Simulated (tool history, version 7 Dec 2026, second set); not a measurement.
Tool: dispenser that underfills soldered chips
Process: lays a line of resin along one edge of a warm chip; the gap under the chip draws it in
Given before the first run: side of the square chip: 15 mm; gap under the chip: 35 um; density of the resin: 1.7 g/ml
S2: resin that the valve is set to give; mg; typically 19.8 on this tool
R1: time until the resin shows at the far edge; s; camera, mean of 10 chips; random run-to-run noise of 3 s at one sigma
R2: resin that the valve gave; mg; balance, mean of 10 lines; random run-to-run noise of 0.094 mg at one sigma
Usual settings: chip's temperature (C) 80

{"run": 1, "hour": 0.0, "chip's temperature (C)": 80, "S2": 19.8, "R1": 394.2, "R2": 19.62}
{"run": 2, "hour": 4.6, "chip's temperature (C)": 74, "S2": 19.8, "R1": 675.1, "R2": 19.38}
{"hour": 9.7, "done": "new syringe of resin"}
{"run": 3, "hour": 11.5, "chip's temperature (C)": 74, "S2": 19.8, "R1": 437.3, "R2": 19.5}
{"run": 4, "hour": 15.9, "chip's temperature (C)": 74, "S2": 19.8, "R1": 566, "R2": 19.3}
{"hour": 24.1, "done": "new syringe of resin"}
{"run": 5, "hour": 25.8, "chip's temperature (C)": 80, "S2": 19.8, "R1": 319.7, "R2": 19.22}
{"run": 6, "hour": 32.7, "chip's temperature (C)": 80, "S2": 19.8, "R1": 476.7, "R2": 19.18}
{"hour": 38.6, "done": "new syringe of resin"}
{"run": 7, "hour": 41.8, "chip's temperature (C)": 80, "S2": 17.7, "R1": 367.4, "R2": 17.24}
{"run": 8, "hour": 50.0, "chip's temperature (C)": 80, "S2": 19.8, "R1": 548.5, "R2": 18.99}
{"hour": 53.2, "done": "new syringe of resin"}
{"run": 9, "hour": 55.5, "chip's temperature (C)": 80, "S2": 19.8, "R1": 337, "R2": 19.14}
{"run": 10, "hour": 61.9, "chip's temperature (C)": 80, "S2": 19.8, "R1": 483.6, "R2": 18.97}
{"run": 11, "hour": 67.0, "chip's temperature (C)": 80, "S2": 19.8, "R1": 646.5, "R2": 18.97}
{"hour": 67.9, "done": "new syringe of resin"}
{"hour": 70.2, "done": "dispensing valve cleaned and set on the balance"}
{"run": 12, "hour": 77.3, "chip's temperature (C)": 80, "S2": 19.8, "R1": 472.2, "R2": 19.69}
{"hour": 83.4, "done": "new syringe of resin"}
{"run": 13, "hour": 83.8, "chip's temperature (C)": 80, "S2": 19.8, "R1": 298.6, "R2": 19.62}
{"run": 14, "hour": 93.1, "chip's temperature (C)": 80, "S2": 19.8, "R1": 495.1, "R2": 19.42}
{"hour": 98.3, "done": "new syringe of resin"}
{"run": 15, "hour": 101.1, "chip's temperature (C)": 88, "S2": 19.8, "R1": 238.6, "R2": 19.6}
{"run": 16, "hour": 107.9, "chip's temperature (C)": 90, "S2": 19.8, "R1": 322.6, "R2": 19.54}
{"hour": 112.9, "done": "new syringe of resin"}
{"run": 17, "hour": 116.2, "chip's temperature (C)": 90, "S2": 19.8, "R1": 228.6, "R2": 19.35}
{"run": 18, "hour": 123.8, "chip's temperature (C)": 90, "S2": 19.8, "R1": 347.3, "R2": 19.36}
{"hour": 127.5, "done": "new syringe of resin"}
{"run": 19, "hour": 129.0, "chip's temperature (C)": 90, "S2": 19.8, "R1": 205, "R2": 19.2}
{"run": 20, "hour": 137.3, "chip's temperature (C)": 90, "S2": 19.8, "R1": 321.9, "R2": 19.19}
{"hour": 142.1, "done": "new syringe of resin"}
{"run": 21, "hour": 145.5, "chip's temperature (C)": 65, "S2": 22.1, "R1": 715.1, "R2": 21.21}
{"run": 22, "hour": 154.5, "chip's temperature (C)": 65, "S2": 22.1, "R1": 1184, "R2": 21.28}
{"hour": 157.1, "done": "new syringe of resin"}
{"run": 23, "hour": 158.9, "chip's temperature (C)": 81, "S2": 24.5, "R1": 304.9, "R2": 23.45}
{"run": 24, "hour": 164.7, "chip's temperature (C)": 81, "S2": 24.5, "R1": 423.9, "R2": 23.46}
{"hour": 170.3, "done": "dispensing valve cleaned and set on the balance"}
{"run": 25, "hour": 171.7, "chip's temperature (C)": 74, "S2": 19.1, "R1": 823.7, "R2": 19.21}
{"hour": 172.7, "done": "new syringe of resin"}
{"run": 26, "hour": 179.9, "chip's temperature (C)": 74, "S2": 19.1, "R1": 584.9, "R2": 19}
{"run": 27, "hour": 184.9, "chip's temperature (C)": 78, "S2": 20.6, "R1": 625.9, "R2": 20.63}
{"hour": 187.3, "done": "new syringe of resin"}
{"run": 28, "hour": 189.9, "chip's temperature (C)": 90, "S2": 16.8, "R1": 219.2, "R2": 16.64}
{"run": 29, "hour": 196.3, "chip's temperature (C)": 73, "S2": 19.1, "R1": 668.9, "R2": 18.96}
{"run": 30, "hour": 200.5, "chip's temperature (C)": 84, "S2": 20.3, "R1": 491.9, "R2": 19.83}
{"hour": 202.1, "done": "new syringe of resin"}
{"run": 31, "hour": 209.9, "chip's temperature (C)": 84, "S2": 20.3, "R1": 368.8, "R2": 19.91}
{"hour": 216.9, "done": "new syringe of resin"}
{"run": 32, "hour": 219.6, "chip's temperature (C)": 84, "S2": 20.3, "R1": 279, "R2": 19.95}
{"run": 33, "hour": 223.5, "chip's temperature (C)": 88, "S2": 19.8, "R1": 288.9, "R2": 19.27}
{"hour": 231.7, "done": "new syringe of resin"}
{"run": 34, "hour": 232.6, "chip's temperature (C)": 81, "S2": 19.4, "R1": 293.4, "R2": 19.12}
{"run": 35, "hour": 236.9, "chip's temperature (C)": 81, "S2": 19.4, "R1": 371.6, "R2": 18.96}
{"run": 36, "hour": 242.7, "chip's temperature (C)": 87, "S2": 17.2, "R1": 409.4, "R2": 16.55}

Each run again, without the hidden state but with its own random variation kept:
Hidden state at play: resin's viscosity, % of fresh resin's; dose that the valve gives, % of what is set; true chip temperature over the reading, C; drift of the gauge itself on fill_s, %; drift of the gauge itself on given_mg, %.
run=1 R1=301.2 R2=19.88
run=2 R1=399.6 R2=19.69
run=3 R1=403.3 R2=19.87
run=4 R1=407.6 R2=19.71
run=5 R1=300.6 R2=19.73
run=6 R1=305.2 R2=19.75
run=7 R1=311 R2=17.82
run=8 R1=296.2 R2=19.7
run=9 R1=299.8 R2=19.91
run=10 R1=301.8 R2=19.8
run=11 R1=304.9 R2=19.85
run=12 R1=301.4 R2=19.78
run=13 R1=302 R2=19.77
run=14 R1=299.1 R2=19.65
run=15 R1=207.6 R2=19.9
run=16 R1=191.6 R2=19.91
run=17 R1=190.9 R2=19.78
run=18 R1=190.5 R2=19.87
run=19 R1=193.3 R2=19.76
run=20 R1=191.8 R2=19.84
run=21 R1=611.9 R2=22
run=22 R1=614.5 R2=22.17
run=23 R1=281.6 R2=24.49
run=24 R1=283.5 R2=24.57
run=25 R1=396.5 R2=19.19
run=26 R1=404.3 R2=19.05
run=27 R1=326.9 R2=20.74
run=28 R1=197.8 R2=16.77
run=29 R1=424.2 R2=19.16
run=30 R1=247.1 R2=20.09
run=31 R1=248.3 R2=20.25
run=32 R1=251.2 R2=20.37
run=33 R1=208.8 R2=19.72
run=34 R1=288.9 R2=19.64
run=35 R1=288.4 R2=19.51
run=36 R1=228.8 R2=17.08

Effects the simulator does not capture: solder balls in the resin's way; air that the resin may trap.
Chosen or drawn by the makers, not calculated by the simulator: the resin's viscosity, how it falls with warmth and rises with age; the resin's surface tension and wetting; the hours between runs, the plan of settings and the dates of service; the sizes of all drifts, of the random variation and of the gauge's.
